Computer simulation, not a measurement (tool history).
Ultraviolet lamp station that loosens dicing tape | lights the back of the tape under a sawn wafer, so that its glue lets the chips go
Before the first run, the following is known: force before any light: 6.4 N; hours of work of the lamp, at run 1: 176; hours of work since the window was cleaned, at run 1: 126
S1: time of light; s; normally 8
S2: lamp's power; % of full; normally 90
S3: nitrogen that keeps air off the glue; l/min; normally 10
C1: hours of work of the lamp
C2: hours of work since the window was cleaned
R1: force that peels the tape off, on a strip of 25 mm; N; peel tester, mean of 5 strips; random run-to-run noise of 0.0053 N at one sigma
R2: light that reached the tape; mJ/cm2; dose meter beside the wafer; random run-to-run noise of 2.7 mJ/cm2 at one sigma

| run | hour | S1 | S2 | S3 | C1 | C2 | R1 | R2 |
|---|---|---|---|---|---|---|---|---|
| 1 | 0 | 8 | 90 | 10 | 176 | 126 | 0.087 | 353 |
| 2 | 25.5 | 10 | 90 | 10 | 187 | 137 | 0.065 | 443 |
| 3 | 67.1 | 10 | 90 | 10 | 205 | 156 | 0.071 | 445 |
| 4 | 100.2 | 10 | 90 | 10 | 220 | 170 | 0.076 | 440 |
| 5 | 139.7 | 8 | 90 | 10 | 238 | 188 | 0.082 | 351 |
| 6 | 165.8 | 8 | 90 | 7 | 249 | 199 | 0.119 | 355 |
| 7 | 190.2 | 8 | 90 | 7 | 260 | 210 | 0.102 | 356 |
| 8 | 225.9 | 8 | 90 | 7 | 276 | 226 | 0.115 | 361 |
| 9 | 248.7 | 8 | 90 | 7 | 286 | 236 | 0.111 | 347 |
| 10 | 281.1 | 8 | 90 | 7 | 300 | 250 | 0.105 | 355 |
| 11 | 307.4 | 8 | 90 | 7 | 312 | 262 | 0.101 | 349 |
| 12 | 344.8 | 8 | 90 | 7 | 329 | 279 | 0.107 | 355 |
| 13 | 362.2 | 8 | 90 | 7 | 336 | 286 | 0.119 | 356 |
| 14 | 390.1 | 7 | 90 | 10 | 349 | 299 | 0.121 | 309 |
| 15 | 429.7 | 8 | 90 | 10 | 366 | 316 | 0.091 | 353 |
| 16 | 460.6 | 8 | 90 | 10 | 380 | 330 | 0.089 | 350 |
| 17 | 490.8 | 7 | 90 | 10 | 393 | 344 | 0.119 | 307 |
| 18 | 515.8 | 8 | 76 | 10 | 405 | 355 | 0.116 | 304 |
| 19 | 546.1 | 8 | 86 | 10 | 418 | 368 | 0.098 | 336 |
| 20 | 569 | 8 | 86 | 10 | 428 | 378 | 0.105 | 338 |
| 21 | 595.5 | 8 | 86 | 10 | 440 | 390 | 0.116 | 336 |
| 22 | 619.2 | 8 | 86 | 10 | 450 | 401 | 0.096 | 338 |
| 23 | 647.2 | 5 | 90 | 5 | 463 | 413 | 0.479 | 227 |
| 24 | 671.8 | 10 | 67 | 6 | 474 | 424 | 0.145 | 327 |
| 25 | 693 | 8 | 90 | 3 | 483 | 433 | 0.198 | 356 |
| 26 | 734.8 | 5 | 83 | 4 | 502 | 452 | 0.672 | 202 |
| 27 | 772.4 | 8 | 95 | 3 | 518 | 469 | 0.185 | 371 |
|  | 782 | window cleaned of glue's vapour |
| 28 | 807.6 | 8 | 61 | 15 | 534 | 11 | 0.185 | 243 |
| 29 | 832.4 | 6 | 66 | 10 | 545 | 22 | 0.393 | 194 |
| 30 | 867.2 | 4 | 68 | 12 | 560 | 38 | 0.808 | 133 |
| 31 | 908.4 | 10 | 63 | 8 | 579 | 56 | 0.138 | 310 |
| 32 | 925.8 | 8 | 90 | 16 | 586 | 64 | 0.083 | 351 |
| 33 | 959.8 | 5 | 90 | 10 | 601 | 79 | 0.292 | 219 |
| 34 | 978.8 | 6 | 80 | 3 | 610 | 87 | 0.546 | 241 |
| 35 | 1003.3 | 6 | 75 | 5 | 621 | 98 | 0.47 | 225 |
| 36 | 1036.6 | 8 | 60 | 10 | 635 | 113 | 0.232 | 234 |
| 37 | 1063.2 | 8 | 60 | 10 | 647 | 125 | 0.248 | 239 |
| 38 | 1093.5 | 8 | 60 | 10 | 661 | 138 | 0.251 | 237 |
| 39 | 1119.9 | 8 | 85 | 6 | 672 | 150 | 0.142 | 333 |
| 40 | 1159.8 | 12 | 95 | 10 | 690 | 168 | 0.057 | 555 |
| 41 | 1200.7 | 7 | 65 | 3 | 708 | 186 | 0.636 | 224 |
| 42 | 1240.7 | 5 | 90 | 12 | 726 | 204 | 0.255 | 223 |
| 43 | 1261.4 | 4 | 93 | 5 | 735 | 213 | 0.735 | 185 |

Each row is a separate what-if for the run after 43, all from the same tool condition, not one after another. Results?
| A | 1293.4 | 5 | 72 | 4 | 749 | 227 | ? | ? |
| B | 1293.4 | 9 | 93 | 5 | 749 | 227 | ? | ? |
| C | 1293.4 | 14 | 90 | 10 | 749 | 227 | ? | ? |
| D | 1293.4 | 5 | 90 | 10 | 749 | 227 | ? | ? |

| run | R1 | R2 |
|---|---|---|
| A | 0.879 | 176 |
| B | 0.096 | 409 |
| C | 0.061 | 620 |
| D | 0.287 | 222 |
Without the tool's hidden state the same runs would have given:
| run | R1 | R2 |
|---|---|---|
| A | 0.872 | 177 |
| B | 0.095 | 411 |
| C | 0.061 | 623 |
| D | 0.284 | 223 |
